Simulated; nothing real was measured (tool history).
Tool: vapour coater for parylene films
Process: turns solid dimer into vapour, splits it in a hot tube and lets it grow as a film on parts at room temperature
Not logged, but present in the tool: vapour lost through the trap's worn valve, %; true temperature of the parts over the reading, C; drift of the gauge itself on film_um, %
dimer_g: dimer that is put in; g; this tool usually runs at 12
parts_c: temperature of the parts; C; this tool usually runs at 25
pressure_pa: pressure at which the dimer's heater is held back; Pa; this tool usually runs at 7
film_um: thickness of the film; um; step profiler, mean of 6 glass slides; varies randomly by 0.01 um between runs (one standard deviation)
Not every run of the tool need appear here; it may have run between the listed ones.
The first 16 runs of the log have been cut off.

run    hour  dimer_g  parts_c  pressure_pa  hours of work since the trap's valve was overhauled  hours of work since the table's thermometer was calibrated  film_um
 17   652.8       12       25            7                                                  216                                                         409     3.11
 18   686.2       12       25            7                                                  232                                                         425     3.09
 19     716       12       25            7                                                  246                                                         439     3.11
 20   764.6       12       25            7                                                  269                                                         462     3.08
 21   803.4       12       25            7                                                  287                                                         480     3.06
 22   859.7       12       25            7                                                  313                                                         506     3.06
 23   898.7        7       18        11.93                                                  331                                                         524     1.99
 24   958.4       10       31         4.38                                                  359                                                         552     2.31
 25  1011.7       10       31         4.38                                                  384                                                         577     2.29
 26  1045.9       14       25         4.38                                                  400                                                         593     3.81
 27  1078.8       14       25         4.38                                                  415                                                         608     3.79
 28  1135.6        8       27         4.38                                                  442                                                         635     2.04
 29  1165.6        9       20         3.63                                                  455                                                         649     2.91
 30  1201.5       11       19         9.44                                                  472                                                         665     3.09
     1228.4  -- trap's valve overhauled
 31  1241.8       12       20         5.24                                                    6                                                         682     3.92
 32  1281.1       12       36         2.58                                                   25                                                         701     2.75
 33  1309.4       12       36         2.58                                                   38                                                         714     2.78
 34  1348.8       13       20         2.26                                                   56                                                         732     4.88
 35  1374.2       13       34         2.83                                                   68                                                         744     3.11
 36  1434.8        8       34         9.31                                                   96                                                         772     1.55
 37  1484.7       12       25         2.03                                                  119                                                         795     3.93
 38  1513.5        8       21         3.74                                                  133                                                         809     2.63
 39  1541.9       14       36         2.97                                                  146                                                         822     3.08
 40  1576.5        8       26         7.51                                                  162                                                         838     2.01

Branching from run 40: 5 alternative next runs. What would each branch give?
  A  1614.1        6       35         7.51                                                  180                                                         856        ?
  B  1614.1        5       26        11.36                                                  180                                                         856        ?
  C  1614.1        7       18         2.86                                                  180                                                         856        ?
  D  1614.1        8       26         2.38                                                  180                                                         856        ?
  E  1614.1       12       30         7.79                                                  180                                                         856        ?

run  film_um
  A     1.15
  B     1.17
  C     2.63
  D     2.45
  E     2.65
What these runs would have given with no unlogged condition in the tool:
run  film_um
  A     1.18
  B      1.2
  C      2.7
  D     2.51
  E     2.72

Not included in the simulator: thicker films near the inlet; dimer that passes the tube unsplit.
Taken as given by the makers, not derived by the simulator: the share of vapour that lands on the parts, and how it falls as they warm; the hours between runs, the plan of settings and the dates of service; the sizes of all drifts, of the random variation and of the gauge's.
